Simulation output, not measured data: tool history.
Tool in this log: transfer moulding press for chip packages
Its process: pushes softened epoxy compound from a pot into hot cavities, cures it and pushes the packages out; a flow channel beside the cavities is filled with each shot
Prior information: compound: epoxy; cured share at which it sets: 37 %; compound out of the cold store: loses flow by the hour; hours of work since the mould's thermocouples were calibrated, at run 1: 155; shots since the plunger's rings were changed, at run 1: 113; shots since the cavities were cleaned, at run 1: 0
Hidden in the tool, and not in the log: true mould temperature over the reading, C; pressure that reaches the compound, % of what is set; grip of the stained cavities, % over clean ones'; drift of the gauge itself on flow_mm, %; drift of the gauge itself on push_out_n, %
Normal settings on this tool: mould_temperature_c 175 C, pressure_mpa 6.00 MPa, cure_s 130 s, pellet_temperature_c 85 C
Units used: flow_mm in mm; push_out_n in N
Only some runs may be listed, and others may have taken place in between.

| run | hour | mould_temperature_c | pressure_mpa | cure_s | pellet_temperature_c | hours of work since the mould's thermocouples were calibrated | shots since the plunger's rings were changed | shots since the cavities were cleaned | incoming compound's hours out of the cold store | flow_mm | push_out_n |
|---|---|---|---|---|---|---|---|---|---|---|---|
| 1 | 0.0 | 175 | 6.00 | 130 | 85 | 155 | 113 | 0 | 47.1 | 737 | 281 |
| 2 | 13.1 | 175 | 6.00 | 130 | 85 | 165 | 246 | 133 | 28.3 | 770 | 303 |
| 3 | 27.0 | 175 | 6.00 | 130 | 85 | 175 | 386 | 273 | 23.3 | 780 | 330 |
| 4 | 39.3 | 175 | 6.00 | 130 | 85 | 184 | 510 | 397 | 11.3 | 802 | 339 |
| 5 | 47.8 | 175 | 6.00 | 130 | 85 | 190 | 595 | 482 | 30.1 | 767 | 354 |
| 6 | 58.6 | 175 | 4.65 | 130 | 85 | 198 | 704 | 591 | 21.7 | 684 | 360 |
| 7 | 70.7 | 175 | 6.00 | 130 | 85 | 207 | 827 | 714 | 37.5 | 745 | 386 |
| 8 | 77.5 | 175 | 6.00 | 130 | 85 | 212 | 895 | 782 | 26.5 | 767 | 384 |
| 9 | 91.6 | 175 | 6.00 | 130 | 85 | 222 | 1037 | 924 | 27.0 | 758 | 390 |
| 10 | 104.0 | 175 | 6.00 | 130 | 90 | 231 | 1163 | 1050 | 26.6 | 760 | 393 |
|  | 108.5 | cavities cleaned with cleaning compound and waxed |
| 11 | 118.2 | 175 | 6.00 | 130 | 90 | 241 | 1291 | 98 | 17.7 | 778 | 309 |
| 12 | 131.7 | 175 | 6.00 | 130 | 90 | 251 | 1427 | 234 | 33.6 | 744 | 324 |
| 13 | 144.7 | 175 | 6.00 | 130 | 89 | 260 | 1558 | 365 | 26.2 | 755 | 340 |
| 14 | 160.1 | 175 | 6.00 | 168 | 85 | 272 | 1714 | 521 | 21.8 | 763 | 331 |
| 15 | 170.1 | 175 | 6.00 | 168 | 85 | 279 | 1814 | 621 | 23.1 | 763 | 334 |
| 16 | 177.8 | 176 | 6.34 | 148 | 91 | 285 | 1892 | 699 | 36.5 | 750 | 356 |
| 17 | 192.3 | 176 | 4.61 | 168 | 89 | 295 | 2039 | 846 | 38.1 | 639 | 349 |
| 18 | 204.3 | 176 | 4.61 | 168 | 89 | 304 | 2160 | 967 | 17.8 | 671 | 366 |
| 19 | 214.0 | 176 | 5.54 | 168 | 79 | 311 | 2257 | 1064 | 39.2 | 693 | 346 |
|  | 216.9 | cavities cleaned with cleaning compound and waxed |
| 20 | 226.5 | 176 | 5.54 | 139 | 79 | 319 | 2368 | 97 | 26.9 | 716 | 303 |
| 21 | 236.1 | 173 | 6.55 | 139 | 79 | 326 | 2465 | 194 | 22.9 | 796 | 321 |
| 22 | 246.9 | 175 | 6.00 | 112 | 89 | 334 | 2574 | 303 | 38.4 | 725 | 365 |
| 23 | 254.2 | 175 | 6.00 | 112 | 89 | 340 | 2648 | 377 | 19.8 | 759 | 413 |
| 24 | 264.6 | 170 | 6.23 | 155 | 89 | 347 | 2753 | 482 | 43.0 | 745 | 341 |
|  | 271.9 | plunger's sealing rings changed |
| 25 | 276.6 | 170 | 6.23 | 155 | 89 | 354 | 48 | 578 | 17.1 | 822 | 371 |
| 26 | 283.4 | 182 | 5.37 | 133 | 80 | 359 | 116 | 646 | 9.9 | 740 | 349 |
| 27 | 294.8 | 179 | 5.05 | 164 | 82 | 368 | 232 | 762 | 44.2 | 668 | 349 |

For some of the steps in flow_mm from one run to the next: how much would appear even if the tool had no hidden state, given the settings, what came in and random variation, and how much remains for the hidden state plus any gauge scatter that the measured result and the result without hidden state don't share?
Run 5 -> 6: pressure_mpa 6.00 -> 4.65. flow_mm -83 mm: hidden state +0, all else -83.
Run 16 -> 17: pressure_mpa 6.34 -> 4.61, cure_s 148 -> 168, pellet_temperature_c 91 -> 89. flow_mm -111 mm: hidden state +2, all else -113.
Run 20 -> 21: mould_temperature_c 176 -> 173, pressure_mpa 5.54 -> 6.55. flow_mm +80 mm: hidden state -4, all else +84.
Run 24 -> 25: plunger's sealing rings changed. flow_mm +77 mm: hidden state +31, all else +46.
